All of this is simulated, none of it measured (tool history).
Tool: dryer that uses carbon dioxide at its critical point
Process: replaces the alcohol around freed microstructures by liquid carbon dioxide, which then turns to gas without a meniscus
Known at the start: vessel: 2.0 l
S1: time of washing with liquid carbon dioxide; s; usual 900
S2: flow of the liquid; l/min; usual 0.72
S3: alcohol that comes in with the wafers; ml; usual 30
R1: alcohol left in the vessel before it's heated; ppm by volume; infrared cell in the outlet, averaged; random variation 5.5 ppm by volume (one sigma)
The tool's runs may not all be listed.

{"run": 1, "hour": 0.0, "S1": 900, "S2": 0.72, "S3": 30, "R1": 193}
{"run": 2, "hour": 14.5, "S1": 540, "S2": 0.72, "S3": 30, "R1": 1105}
{"run": 3, "hour": 22.3, "S1": 540, "S2": 0.72, "S3": 30, "R1": 1115}
{"run": 4, "hour": 29.2, "S1": 900, "S2": 1.043, "S3": 30, "R1": 39}
{"run": 5, "hour": 36.3, "S1": 900, "S2": 0.72, "S3": 30, "R1": 209}
{"run": 6, "hour": 50.0, "S1": 900, "S2": 0.72, "S3": 30, "R1": 203}
{"run": 7, "hour": 60.2, "S1": 900, "S2": 0.72, "S3": 30, "R1": 212}
{"run": 8, "hour": 76.0, "S1": 1380, "S2": 0.72, "S3": 30, "R1": 42}
{"run": 9, "hour": 83.2, "S1": 900, "S2": 1.081, "S3": 30, "R1": 36}
{"run": 10, "hour": 98.5, "S1": 900, "S2": 1.081, "S3": 30, "R1": 47}
{"run": 11, "hour": 114.5, "S1": 960, "S2": 0.606, "S3": 46, "R1": 518}
{"run": 12, "hour": 122.8, "S1": 1020, "S2": 0.484, "S3": 37, "R1": 762}
{"run": 13, "hour": 138.7, "S1": 1020, "S2": 0.484, "S3": 37, "R1": 778}
{"run": 14, "hour": 145.8, "S1": 900, "S2": 0.93, "S3": 79, "R1": 163}

Run 15 comes next. What will it give?
{"run": 15, "hour": 154.7, "S1": 720, "S2": 0.557, "S3": 53, "R1": "?"}

Run 15 gave R1 1989 ppm by volume.
Without the tool's hidden state the same run would have given R1 1578 ppm by volume.
